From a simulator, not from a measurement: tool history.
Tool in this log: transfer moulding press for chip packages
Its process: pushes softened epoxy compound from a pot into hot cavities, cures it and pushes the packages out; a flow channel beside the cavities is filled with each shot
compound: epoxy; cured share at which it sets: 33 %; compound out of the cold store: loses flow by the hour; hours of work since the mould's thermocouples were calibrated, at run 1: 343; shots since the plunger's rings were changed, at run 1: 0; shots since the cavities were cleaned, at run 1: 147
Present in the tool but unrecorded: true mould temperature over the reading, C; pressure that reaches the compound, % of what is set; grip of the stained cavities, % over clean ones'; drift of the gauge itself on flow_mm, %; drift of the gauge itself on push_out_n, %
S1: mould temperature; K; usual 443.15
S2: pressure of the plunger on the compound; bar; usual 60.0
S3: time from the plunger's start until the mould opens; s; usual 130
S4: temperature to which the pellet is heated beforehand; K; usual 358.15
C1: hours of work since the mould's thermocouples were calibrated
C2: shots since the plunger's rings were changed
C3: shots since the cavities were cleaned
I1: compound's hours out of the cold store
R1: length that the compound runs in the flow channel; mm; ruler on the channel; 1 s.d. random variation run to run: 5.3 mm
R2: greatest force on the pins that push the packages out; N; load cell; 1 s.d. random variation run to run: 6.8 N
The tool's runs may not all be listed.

run,hour,S1,S2,S3,S4,C1,C2,C3,I1,R1,R2
1,0.0,443.15,60.0,130,358.15,343,0,147,43.3,512,298
2,45.6,443.15,60.0,130,358.15,370,413,560,24.3,566,380
# hour 77.7: cavities cleaned with cleaning compound and waxed
# hour 108.2: mould's thermocouples calibrated
3,122.6,443.15,60.0,130,358.15,9,1077,388,23.5,571,373
# hour 174.7: cavities cleaned with cleaning compound and waxed
4,178.2,443.15,60.0,130,358.15,42,1566,32,17.6,580,288
5,231.9,443.15,60.0,130,349.15,75,2051,517,39.2,501,381
# hour 269.5: cavities cleaned with cleaning compound and waxed
6,276.5,443.15,60.0,130,358.15,101,2441,63,23.6,549,288
7,318.4,445.15,60.0,130,358.15,127,2820,442,15.9,564,341
# hour 364.0: cavities cleaned with cleaning compound and waxed
8,401.6,445.15,60.0,130,358.15,177,3558,340,25.0,526,342
9,453.0,445.15,60.0,130,358.15,208,4022,804,10.2,569,381
# hour 462.9: cavities cleaned with cleaning compound and waxed
# hour 541.4: plunger's sealing rings changed
10,542.9,445.15,60.0,130,358.15,261,14,701,17.1,590,396
# hour 563.3: cavities cleaned with cleaning compound and waxed
11,618.6,435.15,67.8,162,358.15,306,684,499,24.1,631,426
# hour 658.3: cavities cleaned with cleaning compound and waxed
12,683.0,443.15,67.8,162,358.15,344,1253,223,30.8,578,289
# hour 751.4: cavities cleaned with cleaning compound and waxed
13,766.6,443.15,67.8,162,358.15,395,1995,138,32.9,558,268
# hour 789.6: mould's thermocouples calibrated
14,825.6,442.15,53.5,111,365.15,22,2510,653,15.4,549,500
# hour 850.6: cavities cleaned with cleaning compound and waxed
15,885.4,442.15,58.6,111,359.15,58,3037,314,31.2,514,442

Alternative continuations, all from the tool just after run 15; predict every row:
# hour 944.7: cavities cleaned with cleaning compound and waxed
A,947.5,443.15,60.0,130,358.15,95,3584,25,47.6,?,?
# hour 944.7: cavities cleaned with cleaning compound and waxed
B,947.5,443.15,53.7,111,359.15,95,3584,25,31.0,?,?
# hour 944.7: cavities cleaned with cleaning compound and waxed
C,947.5,447.15,61.9,139,358.15,95,3584,25,17.5,?,?
# hour 944.7: cavities cleaned with cleaning compound and waxed
D,947.5,442.15,45.7,111,359.15,95,3584,25,37.9,?,?
# hour 944.7: cavities cleaned with cleaning compound and waxed
E,947.5,445.15,58.6,111,355.15,95,3584,25,14.7,?,?

run,R1,R2
A,470,272
B,481,335
C,553,256
D,434,336
E,558,299
With the hidden condition removed and each run's random variation left untouched, the same runs would have given:
run,R1,R2
A,505,262
B,518,329
C,595,244
D,467,331
E,601,292

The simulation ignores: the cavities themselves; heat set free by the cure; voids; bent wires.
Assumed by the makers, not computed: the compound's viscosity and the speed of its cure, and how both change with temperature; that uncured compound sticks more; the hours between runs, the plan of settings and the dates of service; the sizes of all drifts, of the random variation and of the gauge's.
